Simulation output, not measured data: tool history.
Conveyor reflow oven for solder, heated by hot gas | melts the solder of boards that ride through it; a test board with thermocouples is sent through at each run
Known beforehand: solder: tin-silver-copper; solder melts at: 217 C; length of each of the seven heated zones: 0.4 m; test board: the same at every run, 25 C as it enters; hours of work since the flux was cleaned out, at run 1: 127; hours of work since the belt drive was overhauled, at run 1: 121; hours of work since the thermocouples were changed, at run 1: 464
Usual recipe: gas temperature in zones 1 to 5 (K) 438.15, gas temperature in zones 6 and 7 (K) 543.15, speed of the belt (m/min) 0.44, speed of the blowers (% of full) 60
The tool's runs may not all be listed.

run   hour  gas temperature in zones 1 to 5 (K)  gas temperature in zones 6 and 7 (K)  speed of the belt (m/min)  speed of the blowers (% of full)  hours of work since the flux was cleaned out  hours of work since the belt drive was overhauled  hours of work since the thermocouples were changed  highest temperature of the board (K)  time above the solder's melting point (s)
  1      0                               438.15                                543.15                       0.44                                60                                           127                                                121                                                 464                                529.75                                       84.9
  2   30.6                               438.15                                543.15                       0.44                                60                                           149                                                143                                                 486                                530.75                                         85
  3   56.5                               438.15                                543.15                       0.44                                60                                           167                                                161                                                 504                                529.65                                       84.6
  4   81.4                               438.15                                543.15                       0.44                                60                                           185                                                179                                                 522                                528.95                                         85
  5  117.1                               438.15                                543.15                       0.44                                60                                           211                                                205                                                 548                                529.85                                       83.3
  6  153.7                               438.15                                543.15                       0.44                                60                                           237                                                231                                                 575                                529.55                                       84.3
  7  203.8                               438.15                                543.15                       0.44                                60                                           273                                                268                                                 611                                530.15                                       84.2

Predict the results of run 8:
  8  233.7                               441.15                                543.15                       0.44                                60                                           295                                                289                                                 632                                     ?                                          ?

Run 8 produced highest temperature of the board (K) 530.45, time above the solder's melting point (s) 85.8.
Take away the tool's hidden state, keep the run-to-run variation as it was, and the same run would have given highest temperature of the board (K) 533.35, time above the solder's melting point (s) 88.

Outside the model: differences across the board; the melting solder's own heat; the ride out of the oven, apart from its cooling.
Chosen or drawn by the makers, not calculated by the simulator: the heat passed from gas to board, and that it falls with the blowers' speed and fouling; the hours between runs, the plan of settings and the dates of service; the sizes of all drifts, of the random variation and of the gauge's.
